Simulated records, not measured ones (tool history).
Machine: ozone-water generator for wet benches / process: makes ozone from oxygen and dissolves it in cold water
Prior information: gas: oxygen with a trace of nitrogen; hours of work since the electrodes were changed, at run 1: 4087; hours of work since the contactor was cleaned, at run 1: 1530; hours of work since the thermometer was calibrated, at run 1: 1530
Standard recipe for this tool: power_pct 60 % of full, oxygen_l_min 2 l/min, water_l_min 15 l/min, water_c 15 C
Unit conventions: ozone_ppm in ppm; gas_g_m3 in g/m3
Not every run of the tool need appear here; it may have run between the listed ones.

run,day,power_pct,oxygen_l_min,water_l_min,water_c,hours of work since the electrodes were changed,hours of work since the contactor was cleaned,hours of work since the thermometer was calibrated,ozone_ppm,gas_g_m3
1,0,60,2,15,15,4087,1530,1530,9,118.6
2,6.833,60,2,15,15,4238,1681,1681,9,117.6
3,11.779,60,2,15,15,4347,1790,1790,8.9,117.8
4,20.417,60,2,15,15,4537,1980,1980,8.8,116.4
5,27.092,60,2,15,15,4685,2128,2128,8.6,115.4
6,36,60,2,15,15,4881,2324,2324,8.6,114.7
7,40.083,93,2.27,22,15,4971,2414,2414,7.6,135.5
8,49.292,93,2.27,22,15,5174,2617,2617,7.3,134.3
9,53.867,53,1.7,11,18,5275,2718,2718,9.6,112.6
10,60.062,53,1.7,11,18,5412,2855,2855,9.6,112.1
11,68.662,53,1.7,11,18,5602,3045,3045,9.4,110.4
12,75,41,1.7,11,18,5742,3184,3184,8.2,95.8

Each row is a separate what-if for the run after 12, all from the same tool condition, not one after another. Results?
A,81.3,65,1.7,22,14,5881,3323,3323,?,?
B,81.3,60,2,11,15,5881,3323,3323,?,?
C,81.3,58,1.26,14,18,5881,3323,3323,?,?
D,81.3,79,1.8,14,15,5881,3323,3323,?,?

run,ozone_ppm,gas_g_m3
A,5.2,122.4
B,10.6,108.8
C,7.1,133.3
D,9.6,131.9
What these runs would have given with no unlogged condition in the tool:
run,ozone_ppm,gas_g_m3
A,7.4,160.6
B,14.5,140.8
C,9.8,171.5
D,13.9,179.4

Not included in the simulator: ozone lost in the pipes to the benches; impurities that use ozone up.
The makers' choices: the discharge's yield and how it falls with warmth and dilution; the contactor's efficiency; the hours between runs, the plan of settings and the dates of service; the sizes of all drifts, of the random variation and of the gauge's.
